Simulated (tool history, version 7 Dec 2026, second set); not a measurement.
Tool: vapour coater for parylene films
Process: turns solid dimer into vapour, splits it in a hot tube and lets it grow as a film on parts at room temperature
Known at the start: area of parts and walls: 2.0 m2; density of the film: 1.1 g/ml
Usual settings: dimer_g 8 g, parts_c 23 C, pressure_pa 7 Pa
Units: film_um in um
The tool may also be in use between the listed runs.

run 1 hour=0 | dimer_g=8 parts_c=23 pressure_pa=7 | film_um=2.11
run 2 hour=44.1 | dimer_g=8 parts_c=23 pressure_pa=7 | film_um=2.11
run 3 hour=87.6 | dimer_g=8 parts_c=23 pressure_pa=7 | film_um=2.09
run 4 hour=119.1 | dimer_g=8 parts_c=23 pressure_pa=7 | film_um=2.1
run 5 hour=185.6 | dimer_g=8 parts_c=23 pressure_pa=7 | film_um=2.07
run 6 hour=221.8 | dimer_g=8 parts_c=23 pressure_pa=7 | film_um=2.06
run 7 hour=267 | dimer_g=8 parts_c=23 pressure_pa=7 | film_um=2.03
-- hour=332.9 trap's valve overhauled
run 8 hour=334.1 | dimer_g=8 parts_c=23 pressure_pa=7 | film_um=2.25
run 9 hour=399.1 | dimer_g=8 parts_c=23 pressure_pa=7 | film_um=2.21
run 10 hour=458.2 | dimer_g=8 parts_c=23 pressure_pa=7 | film_um=2.22
run 11 hour=492.1 | dimer_g=8 parts_c=23 pressure_pa=7 | film_um=2.19
run 12 hour=559.9 | dimer_g=8 parts_c=23 pressure_pa=7 | film_um=2.17
run 13 hour=610.2 | dimer_g=8 parts_c=23 pressure_pa=7 | film_um=2.15
run 14 hour=652.2 | dimer_g=8 parts_c=23 pressure_pa=7.29 | film_um=2.12
run 15 hour=683.9 | dimer_g=8 parts_c=23 pressure_pa=7 | film_um=2.13
run 16 hour=722.9 | dimer_g=8 parts_c=23 pressure_pa=7 | film_um=2.13
run 17 hour=761.1 | dimer_g=3 parts_c=23 pressure_pa=7 | film_um=0.8
run 18 hour=802.7 | dimer_g=3 parts_c=23 pressure_pa=7 | film_um=0.79
run 19 hour=851.7 | dimer_g=3 parts_c=23 pressure_pa=7 | film_um=0.8
run 20 hour=879.6 | dimer_g=8 parts_c=23 pressure_pa=7 | film_um=2.1
run 21 hour=940.8 | dimer_g=10 parts_c=16 pressure_pa=4.16 | film_um=3.26
run 22 hour=981.5 | dimer_g=3 parts_c=33 pressure_pa=6.93 | film_um=0.63
-- hour=1034.4 trap's valve overhauled
run 23 hour=1051.6 | dimer_g=8 parts_c=21 pressure_pa=6.73 | film_um=2.34
run 24 hour=1113.4 | dimer_g=4 parts_c=31 pressure_pa=6.92 | film_um=0.98
run 25 hour=1178.4 | dimer_g=9 parts_c=17 pressure_pa=2.63 | film_um=3.37
run 26 hour=1236.4 | dimer_g=12 parts_c=25 pressure_pa=2.22 | film_um=4.03
run 27 hour=1278 | dimer_g=12 parts_c=25 pressure_pa=2.22 | film_um=4.01
run 28 hour=1331.4 | dimer_g=7 parts_c=18 pressure_pa=2.21 | film_um=2.61
run 29 hour=1384.7 | dimer_g=14 parts_c=32 pressure_pa=2.01 | film_um=4.15
run 30 hour=1445.9 | dimer_g=10 parts_c=18 pressure_pa=8.94 | film_um=2.74
run 31 hour=1498.6 | dimer_g=10 parts_c=18 pressure_pa=8.94 | film_um=2.73
run 32 hour=1562.4 | dimer_g=10 parts_c=26 pressure_pa=8.94 | film_um=2.37
run 33 hour=1602.5 | dimer_g=4 parts_c=17 pressure_pa=7 | film_um=1.15
run 34 hour=1642.3 | dimer_g=4 parts_c=17 pressure_pa=7 | film_um=1.15
run 35 hour=1689.1 | dimer_g=6 parts_c=15 pressure_pa=2.15 | film_um=2.26
-- hour=1734.6 trap's valve overhauled
run 36 hour=1747.2 | dimer_g=6 parts_c=15 pressure_pa=2.15 | film_um=2.49
run 37 hour=1810.1 | dimer_g=11 parts_c=24 pressure_pa=8.35 | film_um=2.9
run 38 hour=1852.2 | dimer_g=10 parts_c=20 pressure_pa=4.68 | film_um=3.18
run 39 hour=1887.7 | dimer_g=8 parts_c=25 pressure_pa=8.46 | film_um=2.08
run 40 hour=1941.2 | dimer_g=12 parts_c=21 pressure_pa=2.34 | film_um=4.31

3 ways to go on from here, each from the tool as it stands after run 40. What would each give?
run A hour=1976 | dimer_g=12 parts_c=21 pressure_pa=2.34 | film_um=?
run B hour=1976 | dimer_g=8 parts_c=15 pressure_pa=7 | film_um=?
run C hour=1976 | dimer_g=7 parts_c=30 pressure_pa=2.54 | film_um=?

run=A film_um=4.24
run=B film_um=2.52
run=C film_um=2.1
Without the tool's hidden state the same runs would have given:
run=A film_um=4.31
run=B film_um=2.56
run=C film_um=2.13
